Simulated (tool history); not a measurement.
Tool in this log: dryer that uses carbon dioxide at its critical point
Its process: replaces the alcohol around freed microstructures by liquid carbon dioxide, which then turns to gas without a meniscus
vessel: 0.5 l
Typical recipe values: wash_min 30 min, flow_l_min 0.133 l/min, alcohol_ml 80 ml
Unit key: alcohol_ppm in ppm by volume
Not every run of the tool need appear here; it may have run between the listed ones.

run,day,wash_min,flow_l_min,alcohol_ml,alcohol_ppm
1,0,30,0.133,80,180
2,2.542,30,0.133,80,192
# day 3.475: inlet filter changed
3,4.4,20,0.133,80,984
4,6.275,30,0.208,80,32
5,8.504,30,0.208,21,41
6,11.267,30,0.208,21,42
7,12.904,30,0.168,21,49
8,14.058,30,0.168,21,54
9,16.246,30,0.133,106,185
10,17.933,37,0.133,106,99
11,19.3,37,0.133,106,92
12,21.188,37,0.133,106,104
13,22.512,30,0.118,80,358
14,24.879,30,0.118,80,368
15,26.579,30,0.118,80,393
16,28.908,30,0.133,80,240
17,31.225,30,0.15,80,162
18,33.071,30,0.15,80,183
# day 33.35: inlet filter changed
19,34.65,25,0.085,97,3608
20,37.021,30,0.121,59,233
21,38.342,27,0.107,100,1010
22,39.908,21,0.163,37,246
23,41.512,21,0.163,37,251
24,44.092,30,0.149,80,182
25,46.062,30,0.133,98,274
26,48.496,30,0.133,98,290
27,50.05,30,0.133,98,304
28,52.167,30,0.133,98,317
29,54.212,30,0.084,80,2138
30,56.888,39,0.156,80,174
31,59.146,39,0.111,28,217
32,61.012,39,0.111,28,209
# day 62.996: inlet filter changed
33,63.562,34,0.133,88,236
34,65.246,31,0.184,80,204
35,67.188,31,0.184,80,217
36,68.962,30,0.104,21,325

What if the next run were any one of these 3? Each begins from the tool's condition after run 36:
# day 69.896: purifier's bed changed
A,71.071,25,0.221,107,?
# day 69.896: purifier's bed changed
B,71.071,30,0.104,30,?
# day 69.896: purifier's bed changed
C,71.071,23,0.082,52,?

run,alcohol_ppm
A,18
B,193
C,3129
What these runs would have given with no unlogged condition in the tool:
run,alcohol_ppm
A,12
B,160
C,2829
